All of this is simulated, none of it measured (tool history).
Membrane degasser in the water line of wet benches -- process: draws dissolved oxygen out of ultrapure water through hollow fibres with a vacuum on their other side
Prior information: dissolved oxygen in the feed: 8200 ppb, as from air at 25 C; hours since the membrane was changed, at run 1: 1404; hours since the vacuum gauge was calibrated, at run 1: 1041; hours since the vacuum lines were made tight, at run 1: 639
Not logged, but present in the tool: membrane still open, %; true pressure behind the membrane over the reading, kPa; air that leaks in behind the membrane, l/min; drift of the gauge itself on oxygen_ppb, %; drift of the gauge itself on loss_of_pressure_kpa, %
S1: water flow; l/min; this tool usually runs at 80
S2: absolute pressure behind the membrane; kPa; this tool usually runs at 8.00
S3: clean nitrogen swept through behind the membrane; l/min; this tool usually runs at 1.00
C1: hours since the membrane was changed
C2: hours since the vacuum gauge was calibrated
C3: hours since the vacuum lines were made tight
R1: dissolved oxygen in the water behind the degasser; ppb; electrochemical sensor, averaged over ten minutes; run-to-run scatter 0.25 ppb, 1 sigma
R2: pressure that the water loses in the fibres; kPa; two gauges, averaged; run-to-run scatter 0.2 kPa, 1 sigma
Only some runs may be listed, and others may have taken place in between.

| run | day | S1 | S2 | S3 | C1 | C2 | C3 | R1 | R2 |
|---|---|---|---|---|---|---|---|---|---|
| 1 | 0.000 | 80 | 8.00 | 1.00 | 1404 | 1041 | 639 | 614.0 | 58.44 |
| 2 | 5.638 | 80 | 8.00 | 1.00 | 1539 | 1176 | 774 | 614.7 | 58.24 |
| 3 | 14.775 | 80 | 14.72 | 1.00 | 1758 | 1395 | 993 | 1363.6 | 58.40 |
| 4 | 18.904 | 80 | 14.72 | 1.00 | 1857 | 1494 | 1092 | 1364.4 | 58.14 |
| 5 | 26.700 | 80 | 14.72 | 1.00 | 2044 | 1682 | 1280 | 1363.9 | 58.25 |
| 6 | 33.842 | 80 | 14.72 | 1.00 | 2216 | 1853 | 1451 | 1364.2 | 58.55 |
| 7 | 39.700 | 80 | 14.72 | 1.52 | 2356 | 1994 | 1592 | 1036.6 | 58.31 |
| 8 | 47.221 | 80 | 12.38 | 1.00 | 2537 | 2174 | 1772 | 1116.3 | 58.69 |
| 9 | 56.075 | 80 | 12.38 | 1.00 | 2749 | 2387 | 1985 | 1116.8 | 58.45 |
| 10 | 59.838 | 80 | 12.38 | 1.00 | 2840 | 2477 | 2075 | 1116.6 | 58.64 |
| 11 | 66.525 | 80 | 12.38 | 1.00 | 3000 | 2637 | 2235 | 1116.4 | 58.95 |
| 12 | 71.171 | 80 | 12.38 | 1.00 | 3112 | 2749 | 2347 | 1116.5 | 58.76 |
| 13 | 75.429 | 80 | 12.38 | 1.00 | 3214 | 2851 | 2449 | 1117.9 | 58.70 |
| 14 | 83.596 | 80 | 12.38 | 1.00 | 3410 | 3047 | 2645 | 1117.1 | 58.27 |
| 15 | 88.792 | 72 | 12.38 | 1.00 | 3535 | 3172 | 2770 | 1044.8 | 52.83 |
| 16 | 96.996 | 60 | 12.38 | 1.00 | 3731 | 3369 | 2967 | 925.5 | 43.94 |
| 17 | 101.879 | 80 | 10.56 | 0.45 | 3849 | 3486 | 3084 | 1418.5 | 58.89 |
|  | 103.729 | vacuum gauge calibrated |
| 18 | 108.750 | 80 | 10.56 | 0.45 | 4013 | 121 | 3248 | 1410.9 | 58.34 |
| 19 | 114.017 | 80 | 10.56 | 0.45 | 4140 | 247 | 3375 | 1410.0 | 58.63 |
| 20 | 122.854 | 96 | 7.46 | 0.86 | 4352 | 459 | 3587 | 671.9 | 70.36 |
| 21 | 128.858 | 80 | 11.63 | 1.00 | 4496 | 603 | 3731 | 1031.4 | 58.63 |

What will run 22 give?
| 22 | 133.879 | 80 | 11.63 | 1.00 | 4616 | 724 | 3851 | ? | ? |

{"run 22": {"R1": 1030.8, "R2": 58.69}}
With the hidden condition absent and the run-to-run variation left alone, this run would have shown R1 1028.2 ppb, R2 57.99 kPa.

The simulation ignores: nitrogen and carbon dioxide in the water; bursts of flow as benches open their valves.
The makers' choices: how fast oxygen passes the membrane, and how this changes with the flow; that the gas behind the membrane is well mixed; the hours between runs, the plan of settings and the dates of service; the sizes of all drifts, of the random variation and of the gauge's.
